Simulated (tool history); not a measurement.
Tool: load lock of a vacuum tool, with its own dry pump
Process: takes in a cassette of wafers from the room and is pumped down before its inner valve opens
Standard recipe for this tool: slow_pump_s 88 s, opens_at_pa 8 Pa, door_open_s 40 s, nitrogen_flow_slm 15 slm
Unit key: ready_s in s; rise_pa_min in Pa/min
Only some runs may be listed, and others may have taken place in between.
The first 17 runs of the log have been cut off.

run,day,slow_pump_s,opens_at_pa,door_open_s,nitrogen_flow_slm,hours that the pump has run since its overhaul,times that the door has closed on its seal,"incoming humidity of the room's air, %",ready_s,rise_pa_min
18,221.812,157,8,40,15,4396,39320,45.4,206.5,0.195
19,235.029,107,8,40,7,4713,40740,41.8,165.3,0.211
20,242.858,88,8,99,44,4901,41581,42.4,148.7,0.211
21,258.788,88,8,99,44,5283,43293,51.0,149.4,0.229
22,271.833,88,11,40,5,5596,44695,47.1,147.4,0.237
23,290.050,88,11,40,5,6033,46652,45.4,146.7,0.267
24,301.100,88,11,40,5,6299,47839,46.8,146.6,0.262
25,309.275,88,8,40,15,6495,48717,46.4,150.0,0.265
26,324.012,88,8,40,15,6848,50301,45.0,150.3,0.282
# day 329.058: door's seal changed, seat wiped
27,342.608,88,8,40,15,7293,1456,44.4,150.8,0.018
28,353.721,64,8,211,15,7560,2650,41.3,131.0,0.046

Expected results for the next run?
29,363.492,56,8,211,31,7795,3700,43.8,?,?

Run 29 produced ready_s 124.2 s, rise_pa_min 0.040 Pa/min.
The same run, on a tool lacking any hidden state, would have yielded ready_s 120.1 s, rise_pa_min 0.033 Pa/min.

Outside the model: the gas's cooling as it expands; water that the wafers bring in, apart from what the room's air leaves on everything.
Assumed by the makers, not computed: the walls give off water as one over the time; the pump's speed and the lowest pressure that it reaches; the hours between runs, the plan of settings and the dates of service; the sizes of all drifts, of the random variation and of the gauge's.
